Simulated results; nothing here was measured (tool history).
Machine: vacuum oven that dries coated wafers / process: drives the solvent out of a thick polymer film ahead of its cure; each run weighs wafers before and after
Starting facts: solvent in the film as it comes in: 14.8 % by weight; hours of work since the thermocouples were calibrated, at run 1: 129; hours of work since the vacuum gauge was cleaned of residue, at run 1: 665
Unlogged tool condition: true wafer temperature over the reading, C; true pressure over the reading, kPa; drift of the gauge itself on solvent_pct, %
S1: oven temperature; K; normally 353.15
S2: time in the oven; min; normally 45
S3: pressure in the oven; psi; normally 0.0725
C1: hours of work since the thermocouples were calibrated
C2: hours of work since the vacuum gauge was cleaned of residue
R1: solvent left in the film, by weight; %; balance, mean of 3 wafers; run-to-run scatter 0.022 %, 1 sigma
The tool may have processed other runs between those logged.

| run | hour | S1 | S2 | S3 | C1 | C2 | R1 |
|---|---|---|---|---|---|---|---|
| 1 | 0 | 353.15 | 45 | 0.0725 | 129 | 665 | 1.29 |
| 2 | 41.8 | 353.15 | 45 | 0.1804 | 150 | 687 | 1.79 |
| 3 | 63.8 | 353.15 | 45 | 0.1804 | 161 | 698 | 1.82 |
| 4 | 84.6 | 353.15 | 45 | 0.1804 | 172 | 709 | 1.82 |
| 5 | 126.9 | 353.15 | 45 | 0.1804 | 194 | 730 | 1.82 |
| 6 | 153.9 | 353.15 | 45 | 0.1804 | 208 | 744 | 1.82 |
| 7 | 189.3 | 353.15 | 45 | 0.0975 | 226 | 762 | 1.45 |
| 8 | 235.4 | 353.15 | 45 | 0.0725 | 249 | 786 | 1.32 |
| 9 | 271 | 353.15 | 45 | 0.0725 | 268 | 804 | 1.33 |
| 10 | 289.7 | 353.15 | 45 | 0.0725 | 277 | 814 | 1.36 |
| 11 | 322.1 | 363.15 | 28 | 0.0435 | 294 | 830 | 0.97 |
| 12 | 348.3 | 343.15 | 28 | 0.0553 | 307 | 844 | 5.24 |
| 13 | 383.9 | 339.15 | 49 | 0.0396 | 325 | 862 | 3.92 |
| 14 | 412.3 | 339.15 | 49 | 0.0396 | 340 | 877 | 3.86 |
| 15 | 456.3 | 339.15 | 26 | 0.0396 | 363 | 899 | 6.5 |
| 16 | 494.1 | 354.15 | 26 | 0.0898 | 382 | 919 | 2.94 |
| 17 | 525.5 | 354.15 | 26 | 0.0898 | 398 | 935 | 2.92 |
| 18 | 545.9 | 354.15 | 26 | 0.0898 | 409 | 945 | 2.96 |
| 19 | 585.7 | 354.15 | 34 | 0.0898 | 429 | 966 | 2.01 |

Below are 5 alternative next runs, each starting from the tool's condition after run 19. Predict each:
| A | 629.3 | 344.15 | 32 | 0.0898 | 451 | 988 | ? |
| B | 629.3 | 352.15 | 45 | 0.0725 | 451 | 988 | ? |
| C | 629.3 | 349.15 | 36 | 0.0725 | 451 | 988 | ? |
| D | 629.3 | 348.15 | 40 | 0.0898 | 451 | 988 | ? |
| E | 629.3 | 354.15 | 68 | 0.0898 | 451 | 988 | ? |

| run | R1 |
|---|---|
| A | 4.63 |
| B | 1.51 |
| C | 2.83 |
| D | 2.71 |
| E | 0.73 |
Stripped of hidden state, with their random variation kept, the same runs would have yielded:
| run | R1 |
|---|---|
| A | 4.39 |
| B | 1.34 |
| C | 2.61 |
| D | 2.49 |
| E | 0.6 |
